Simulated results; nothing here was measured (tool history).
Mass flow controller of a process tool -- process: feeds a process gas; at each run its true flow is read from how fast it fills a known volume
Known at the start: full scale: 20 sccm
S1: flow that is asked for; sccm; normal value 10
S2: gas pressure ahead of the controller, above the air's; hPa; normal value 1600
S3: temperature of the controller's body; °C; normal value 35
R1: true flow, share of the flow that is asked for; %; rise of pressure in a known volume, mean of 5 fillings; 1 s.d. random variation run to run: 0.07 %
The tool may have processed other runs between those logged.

run 1 hour=0 | S1=10 S2=1600 S3=35 | R1=97.18
run 2 hour=246.3 | S1=10 S2=1600 S3=35 | R1=97.16
run 3 hour=405.2 | S1=10 S2=2370 S3=35 | R1=97.05
run 4 hour=594.5 | S1=10 S2=2370 S3=35 | R1=96.98
run 5 hour=704.2 | S1=3 S2=1600 S3=35 | R1=92.77
run 6 hour=885.1 | S1=3 S2=1600 S3=35 | R1=92.9
run 7 hour=1091.2 | S1=10 S2=1600 S3=35 | R1=97.03
run 8 hour=1268.4 | S1=10 S2=1600 S3=35 | R1=97
run 9 hour=1469 | S1=10 S2=1600 S3=35 | R1=96.98
run 10 hour=1614.8 | S1=10 S2=1600 S3=35 | R1=96.99
run 11 hour=1725.5 | S1=10 S2=1600 S3=35 | R1=97.1
run 12 hour=1887.3 | S1=10 S2=1600 S3=35 | R1=96.97
run 13 hour=2089.6 | S1=10 S2=1600 S3=35 | R1=96.97
run 14 hour=2285.1 | S1=10 S2=1600 S3=35 | R1=96.82
run 15 hour=2439 | S1=10 S2=1560 S3=35 | R1=96.92
run 16 hour=2678.1 | S1=10 S2=1560 S3=35 | R1=96.87
run 17 hour=2869.7 | S1=10 S2=1560 S3=35 | R1=96.83
run 18 hour=3081.2 | S1=10 S2=1560 S3=35 | R1=96.83
run 19 hour=3323.7 | S1=10 S2=1560 S3=20 | R1=98.18
run 20 hour=3443.2 | S1=10 S2=1600 S3=35 | R1=96.83
run 21 hour=3641.3 | S1=10 S2=1600 S3=35 | R1=96.72
run 22 hour=3789.1 | S1=10 S2=1600 S3=35 | R1=96.85
run 23 hour=4032.2 | S1=10 S2=1600 S3=25 | R1=97.53
run 24 hour=4261 | S1=10 S2=1600 S3=25 | R1=97.69
run 25 hour=4385.1 | S1=10 S2=1600 S3=25 | R1=97.47
run 26 hour=4530.4 | S1=8 S2=2730 S3=39 | R1=95.55
run 27 hour=4687.2 | S1=10 S2=1590 S3=35 | R1=96.58
run 28 hour=4818.7 | S1=10 S2=1600 S3=33 | R1=96.88
run 29 hour=4956.7 | S1=10 S2=1620 S3=33 | R1=96.83
run 30 hour=5123.9 | S1=10 S2=1620 S3=33 | R1=96.79
run 31 hour=5370.1 | S1=6 S2=1540 S3=35 | R1=94.99
run 32 hour=5531.2 | S1=10 S2=1610 S3=20 | R1=97.93
run 33 hour=5769 | S1=10 S2=1610 S3=20 | R1=97.95
run 34 hour=5965.6 | S1=10 S2=1610 S3=25 | R1=97.38

Run 35 has not been measured yet. What should we expect?
run 35 hour=6115.7 | S1=3 S2=2660 S3=36 | R1=?

Run 35 yielded R1 90.14 %.
Take away the tool's hidden state, keep the run-to-run variation as it was, and the same run would have given R1 97.29 %.
